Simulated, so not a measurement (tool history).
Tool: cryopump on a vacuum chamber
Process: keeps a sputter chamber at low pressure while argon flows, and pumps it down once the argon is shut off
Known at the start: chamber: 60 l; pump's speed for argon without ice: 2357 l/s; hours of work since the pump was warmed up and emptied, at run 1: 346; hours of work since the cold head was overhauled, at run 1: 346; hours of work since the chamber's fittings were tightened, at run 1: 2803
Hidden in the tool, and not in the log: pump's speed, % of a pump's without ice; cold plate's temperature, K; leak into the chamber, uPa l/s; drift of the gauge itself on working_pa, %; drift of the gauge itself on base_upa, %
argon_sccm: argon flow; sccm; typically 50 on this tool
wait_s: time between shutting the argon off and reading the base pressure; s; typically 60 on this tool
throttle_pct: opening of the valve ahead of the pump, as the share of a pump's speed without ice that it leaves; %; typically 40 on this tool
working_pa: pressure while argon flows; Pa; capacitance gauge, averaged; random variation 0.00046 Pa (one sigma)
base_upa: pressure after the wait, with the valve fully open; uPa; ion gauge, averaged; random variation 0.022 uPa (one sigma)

| run | hour | argon_sccm | wait_s | throttle_pct | hours of work since the pump was warmed up and emptied | hours of work since the cold head was overhauled | hours of work since the chamber's fittings were tightened | working_pa | base_upa |
|---|---|---|---|---|---|---|---|---|---|
| 1 | 0 | 50 | 60 | 40 | 346 | 346 | 2803 | 0.0927 | 1.62 |
| 2 | 8.4 | 50 | 98 | 40 | 349 | 349 | 2806 | 0.0926 | 1.43 |
| 3 | 26.4 | 50 | 98 | 40 | 357 | 357 | 2814 | 0.0928 | 1.43 |
| 4 | 40 | 50 | 238 | 40 | 363 | 363 | 2820 | 0.0933 | 1.23 |
| 5 | 59.9 | 50 | 238 | 40 | 371 | 371 | 2828 | 0.093 | 1.31 |
| 6 | 73.9 | 50 | 238 | 40 | 377 | 377 | 2834 | 0.0921 | 1.28 |
| 7 | 89.7 | 50 | 60 | 40 | 384 | 384 | 2841 | 0.0926 | 1.65 |
| 8 | 99 | 50 | 60 | 40 | 388 | 388 | 2845 | 0.0931 | 1.68 |
| 9 | 109.1 | 40 | 60 | 40 | 392 | 392 | 2849 | 0.0744 | 1.68 |
| 10 | 129.2 | 40 | 60 | 40 | 400 | 400 | 2858 | 0.0741 | 1.66 |
| 11 | 143.9 | 33 | 60 | 40 | 407 | 407 | 2864 | 0.0618 | 1.68 |
| 12 | 162.4 | 33 | 60 | 40 | 414 | 414 | 2872 | 0.0613 | 1.67 |
| 13 | 181.7 | 90 | 60 | 40 | 423 | 423 | 2880 | 0.1671 | 1.67 |
| 14 | 196.5 | 90 | 60 | 40 | 429 | 429 | 2886 | 0.1689 | 1.61 |
| 15 | 210.2 | 90 | 60 | 40 | 435 | 435 | 2892 | 0.1681 | 1.68 |
| 16 | 228.4 | 90 | 60 | 40 | 442 | 442 | 2900 | 0.1686 | 1.68 |
| 17 | 242.3 | 90 | 60 | 40 | 448 | 448 | 2905 | 0.1678 | 1.72 |
| 18 | 254.6 | 90 | 23 | 43 | 453 | 453 | 2911 | 0.1566 | 2.53 |
| 19 | 264.5 | 61 | 33 | 18 | 458 | 458 | 2915 | 0.2482 | 2.07 |
| 20 | 283.5 | 61 | 33 | 18 | 466 | 466 | 2923 | 0.2477 | 2.06 |
| 21 | 294.8 | 61 | 69 | 38 | 470 | 470 | 2928 | 0.1198 | 1.69 |
| 22 | 303 | 85 | 69 | 38 | 474 | 474 | 2931 | 0.1672 | 1.67 |
| 23 | 321.5 | 65 | 69 | 38 | 482 | 482 | 2939 | 0.1286 | 1.66 |
| 24 | 333.2 | 93 | 154 | 38 | 487 | 487 | 2944 | 0.1831 | 1.42 |
| 25 | 346.2 | 53 | 229 | 40 | 492 | 492 | 2949 | 0.0993 | 1.31 |
| 26 | 361.9 | 57 | 229 | 31 | 499 | 499 | 2956 | 0.1359 | 1.36 |
| 27 | 372.5 | 95 | 60 | 20 | 503 | 503 | 2961 | 0.3485 | 1.75 |
| 28 | 383 | 21 | 26 | 40 | 508 | 508 | 2965 | 0.0395 | 2.41 |
| 29 | 391.4 | 21 | 26 | 40 | 511 | 511 | 2969 | 0.0393 | 2.46 |
| 30 | 400.3 | 21 | 26 | 40 | 515 | 515 | 2972 | 0.0395 | 2.48 |
| 31 | 418.3 | 50 | 60 | 25 | 523 | 523 | 2980 | 0.1481 | 1.76 |
| 32 | 430.2 | 43 | 260 | 40 | 528 | 528 | 2985 | 0.0812 | 1.39 |
| 33 | 440 | 73 | 32 | 42 | 532 | 532 | 2989 | 0.1315 | 2.25 |
| 34 | 454.5 | 66 | 58 | 40 | 538 | 538 | 2995 | 0.1238 | 1.77 |

3 options for the next run, each taken on its own from the tool as it stands now. Forecast them:
| A | 466.4 | 25 | 288 | 16 | 543 | 543 | 3000 | ? | ? |
| B | 466.4 | 66 | 58 | 54 | 543 | 543 | 3000 | ? | ? |
| C | 466.4 | 96 | 86 | 20 | 543 | 543 | 3000 | ? | ? |

| run | working_pa | base_upa |
|---|---|---|
| A | 0.1148 | 1.43 |
| B | 0.0942 | 1.83 |
| C | 0.3529 | 1.63 |
With the hidden condition removed and each run's random variation left untouched, the same runs would have given:
| run | working_pa | base_upa |
|---|---|---|
| A | 0.1124 | 0.28 |
| B | 0.0878 | 0.7 |
| C | 0.3437 | 0.49 |
